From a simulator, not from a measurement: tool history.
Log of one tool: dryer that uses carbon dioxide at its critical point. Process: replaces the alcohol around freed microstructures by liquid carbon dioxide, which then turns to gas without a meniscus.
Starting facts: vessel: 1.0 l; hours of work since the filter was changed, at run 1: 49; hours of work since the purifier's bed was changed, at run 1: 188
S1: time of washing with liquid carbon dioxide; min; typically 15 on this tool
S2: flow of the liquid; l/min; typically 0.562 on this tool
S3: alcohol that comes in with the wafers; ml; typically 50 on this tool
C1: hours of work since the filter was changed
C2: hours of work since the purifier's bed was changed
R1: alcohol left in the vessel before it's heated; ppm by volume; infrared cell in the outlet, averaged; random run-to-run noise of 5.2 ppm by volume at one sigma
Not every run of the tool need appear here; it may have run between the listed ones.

run,hour,S1,S2,S3,C1,C2,R1
1,0,15,0.562,50,49,188,201
2,9.7,15,0.562,50,53,192,199
3,21.9,15,0.562,46,59,197,189
4,33.9,15,0.562,46,64,203,200
5,40.1,15,0.562,46,67,206,199
6,50.9,15,0.562,46,72,210,202
7,57.7,15,0.562,25,75,213,171
8,68.9,15,0.562,25,80,218,167
9,74.6,15,0.562,25,82,221,176
10,80.2,15,0.562,25,85,223,167
11,87.2,15,0.562,25,88,227,174
12,98.3,15,0.69,50,93,231,148
13,108.9,15,0.69,50,97,236,153
14,117.9,15,0.69,45,101,240,146
15,130.8,15,0.807,45,107,246,141
16,141.7,15,0.807,45,112,251,147
17,147.6,15,0.807,45,115,253,138
18,157.3,15,0.562,50,119,258,245
19,167.8,15,0.562,50,124,262,232
20,175.8,11,0.56,21,127,266,369
21,186.2,11,0.56,21,132,271,379
22,197.8,11,0.56,21,137,276,384
23,210.5,11,0.56,21,143,281,380
24,223,11,0.56,21,148,287,379
25,236.5,14,0.815,35,154,293,161
26,247.1,15,0.819,25,159,298,162
27,253.8,13,0.819,110,162,301,208
28,263.3,13,0.481,24,166,305,410
29,271.9,13,0.481,24,170,309,394
30,285.4,13,0.481,24,176,315,407
31,295.3,13,0.481,24,180,319,411
32,305.9,13,0.481,24,185,324,416
33,311.5,15,0.49,75,188,326,528
34,321.2,15,0.933,75,192,331,181
35,329.6,19,0.356,28,196,334,355
36,342.8,19,0.356,28,202,340,356

Per-run results on a tool with no hidden state, each run keeping its own random variation:
Hidden state at play: flow that reaches the vessel past the clogged filter, %; alcohol in the recycled carbon dioxide, ppm; drift of the gauge itself on alcohol_ppm, %.
run,R1
1,98
2,91
3,81
4,88
5,83
6,85
7,56
8,50
9,56
10,49
11,51
12,24
13,29
14,21
15,15
16,20
17,9
18,99
19,82
20,214
21,212
22,216
23,210
24,210
25,12
26,13
27,49
28,223
29,208
30,214
31,216
32,218
33,298
34,8
35,158
36,157
